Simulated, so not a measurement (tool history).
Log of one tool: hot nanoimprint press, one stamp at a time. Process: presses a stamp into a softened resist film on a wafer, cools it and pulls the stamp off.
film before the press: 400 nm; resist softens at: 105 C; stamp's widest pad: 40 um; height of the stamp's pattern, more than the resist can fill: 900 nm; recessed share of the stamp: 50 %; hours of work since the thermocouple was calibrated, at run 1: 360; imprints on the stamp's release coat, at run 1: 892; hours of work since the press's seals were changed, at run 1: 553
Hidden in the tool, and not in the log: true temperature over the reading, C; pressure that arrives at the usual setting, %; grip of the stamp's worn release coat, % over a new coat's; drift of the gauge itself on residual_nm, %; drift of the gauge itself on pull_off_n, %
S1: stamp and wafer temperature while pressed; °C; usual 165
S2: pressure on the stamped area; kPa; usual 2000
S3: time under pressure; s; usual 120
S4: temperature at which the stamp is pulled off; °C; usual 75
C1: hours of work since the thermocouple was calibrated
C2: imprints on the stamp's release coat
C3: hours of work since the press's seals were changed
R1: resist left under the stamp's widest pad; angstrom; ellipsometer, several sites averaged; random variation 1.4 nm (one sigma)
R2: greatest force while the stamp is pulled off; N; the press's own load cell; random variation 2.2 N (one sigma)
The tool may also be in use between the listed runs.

run   hour   S1    S2   S3  S4   C1    C2   C3    R1   R2
  1      0  165  2000  120  75  360   892  553  2389  119
  2   20.1  165  2000  120  75  376   944  569  2417  115
  3   39.6  165  2000  120  75  392   994  584  2391  117
  4   52.2  160  2000  120  75  402  1027  594  3052  121
  5   79.3  160  2000  120  75  424  1097  616  3054  124
      86.8  -- plate thermocouple calibrated
  6  105.5  160  2000  120  75   15  1157  635  3036  124
  7    131  165  2000  120  75   35  1223  655  2424  117
     157.3  -- plate thermocouple calibrated, once more
  8  160.5  165  2000  137  75    3  1291  676  2167  117
     178.1  -- press's hydraulic seals changed and the load cell set to zero
  9  181.3  165  2000  137  75   13  1324    3  2125  125
 10  206.5  165  2000  137  75   33  1389   23  2148  125
 11  218.4  165  2000  137  75   42  1420   32  2164  121
 12    245  165  2000  137  75   64  1488   53  2150  123
 13    268  165  2000  137  75   82  1548   72  2155  130
     277.7  -- stamp cleaned and given a new release coat
 14    290  165  2000  137  75   95    31   85  2169   98
 15  316.1  165  2000  120  75  116    99  106  2271   96
 16  336.9  168  2000  120  73  132   152  122  1909  100
 17  357.9  165  2110  120  81  149   207  139  2243   97
 18  380.6  158  1580   87  67  167   265  157  3433  107
 19  404.7  163  1580   87  67  187   327  176  2957  108
 20  418.6  165  2000  219  77  198   363  187  1851  103
 21  445.2  165  2000  219  77  219   432  209  1824  106
 22  469.7  156  1430  120  73  239   495  228  3521  105
 23  483.1  155  2530  102  82  249   530  239  3419  102
 24  497.4  155  2530  102  82  261   567  251  3405  105
 25  518.3  157  2530  154  82  277   621  267  3008  102
 26  532.3  153  2070  154  80  289   657  278  3501  108
 27  551.5  153  2070  154  80  304   706  294  3509  108
 28  566.9  153  2070  154  80  316   746  306  3512  111
 29  582.7  160  1220  120  75  329   787  319  3263  112

3 ways to go on from here, each from the tool as it stands after run 29. What would each give?
  A  595.8  175  2000  185  75  339  821  329   ?   ?
  B  595.8  160  1220  120  75  339  821  329   ?   ?
  C  595.8  165  2680  120  75  339  821  329   ?   ?

run    R1   R2
  A  1020  115
  B  3245  110
  C  2129  114
Without the tool's hidden state the same runs would have given:
run    R1   R2
  A   981  100
  B  3200   95
  C  2051   98

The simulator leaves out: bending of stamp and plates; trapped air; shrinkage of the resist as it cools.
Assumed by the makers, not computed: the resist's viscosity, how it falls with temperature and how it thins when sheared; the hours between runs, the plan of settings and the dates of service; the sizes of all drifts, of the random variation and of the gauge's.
